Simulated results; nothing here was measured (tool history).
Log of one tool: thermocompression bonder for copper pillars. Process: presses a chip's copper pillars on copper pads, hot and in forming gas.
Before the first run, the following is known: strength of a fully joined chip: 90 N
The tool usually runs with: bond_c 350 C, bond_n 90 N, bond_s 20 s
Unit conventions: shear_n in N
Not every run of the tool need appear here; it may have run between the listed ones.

Run 1, hour 0.0: usual settings. Result: shear_n 43.9 N.
Run 2, hour 32.6: usual settings. Result: shear_n 42.4 N.
Run 3, hour 59.0: usual settings. Result: shear_n 41.3 N.
Run 4, hour 92.7: usual settings. Result: shear_n 42.5 N.
Run 5, hour 109.3: usual settings but bond_n 69 N. Result: shear_n 33.5 N.
Run 6, hour 127.1: usual settings but bond_n 85 N. Result: shear_n 38.8 N.
At hour 132.0: forming gas filter changed.
Run 7, hour 156.8: usual settings but bond_n 85 N. Result: shear_n 42.5 N.
Run 8, hour 178.4: usual settings but bond_n 85 N. Result: shear_n 42.5 N.
Run 9, hour 196.0: usual settings but bond_n 85 N. Result: shear_n 42.0 N.
Run 10, hour 230.1: usual settings but bond_n 61 N. Result: shear_n 31.0 N.
Run 11, hour 260.3: usual settings but bond_c 333 C, bond_n 61 N. Result: shear_n 25.9 N.
Run 12, hour 288.2: usual settings. Result: shear_n 41.4 N.
At hour 313.8: forming gas filter changed.
Run 13, hour 322.4: usual settings. Result: shear_n 43.8 N.
Run 14, hour 358.1: usual settings but bond_n 70 N. Result: shear_n 35.5 N.
Run 15, hour 376.5: usual settings but bond_n 63 N. Result: shear_n 32.9 N.
Run 16, hour 400.3: usual settings but bond_n 63 N. Result: shear_n 32.0 N.
Run 17, hour 433.4: usual settings but bond_n 63 N. Result: shear_n 31.4 N.
Run 18, hour 466.7: usual settings but bond_n 63 N. Result: shear_n 30.8 N.
Run 19, hour 483.9: usual settings. Result: shear_n 40.1 N.
At hour 497.9: forming gas filter changed.
Run 20, hour 504.5: usual settings. Result: shear_n 44.1 N.
Run 21, hour 537.7: usual settings but bond_c 363 C, bond_s 29 s. Result: shear_n 52.5 N.
Run 22, hour 567.9: usual settings but bond_c 352 C, bond_s 29 s. Result: shear_n 48.1 N.
Run 23, hour 596.2: usual settings but bond_c 352 C, bond_n 57 N, bond_s 28 s. Result: shear_n 33.6 N.
Run 24, hour 618.0: usual settings but bond_n 58 N, bond_s 10 s. Result: shear_n 21.9 N.
Run 25, hour 641.4: usual settings but bond_c 348 C, bond_n 87 N, bond_s 10 s. Result: shear_n 30.2 N.
Run 26, hour 658.6: usual settings but bond_c 352 C, bond_n 99 N, bond_s 10 s. Result: shear_n 34.9 N.
Run 27, hour 674.3: usual settings but bond_c 357 C, bond_n 91 N. Result: shear_n 43.0 N.
At hour 680.9: forming gas filter changed.
Run 28, hour 694.3: usual settings but bond_n 89 N, bond_s 39 s. Result: shear_n 54.6 N.
Run 29, hour 712.2: usual settings but bond_c 361 C, bond_s 27 s. Result: shear_n 50.6 N.
Run 30, hour 737.5: usual settings but bond_c 380 C, bond_n 85 N. Result: shear_n 48.8 N.
Run 31, hour 757.8: usual settings but bond_c 380 C, bond_n 85 N. Result: shear_n 48.5 N.
Run 32, hour 777.3: usual settings but bond_c 380 C, bond_n 85 N. Result: shear_n 47.7 N.
Run 33, hour 807.0: usual settings but bond_c 342 C, bond_n 85 N. Result: shear_n 36.5 N.
Run 34, hour 834.2: usual settings but bond_c 347 C, bond_n 62 N. Result: shear_n 29.7 N.
Run 35, hour 853.5: usual settings but bond_n 57 N. Result: shear_n 27.1 N.
At hour 862.9: forming gas filter changed.
Run 36, hour 887.8: usual settings but bond_n 57 N. Result: shear_n 30.2 N.
Run 37, hour 909.3: usual settings but bond_c 324 C, bond_n 89 N, bond_s 44 s. Result: shear_n 46.6 N.
Run 38, hour 944.8: usual settings but bond_c 377 C. Result: shear_n 48.8 N.

Forecast run 39:
Run 39, hour 963.0: usual settings but bond_c 352 C, bond_n 63 N, bond_s 38 s. Result: shear_n ?.

{"run 39": {"shear_n": 40.1}}
The same run, on a tool lacking any hidden state, would have yielded shear_n 44.3 N.

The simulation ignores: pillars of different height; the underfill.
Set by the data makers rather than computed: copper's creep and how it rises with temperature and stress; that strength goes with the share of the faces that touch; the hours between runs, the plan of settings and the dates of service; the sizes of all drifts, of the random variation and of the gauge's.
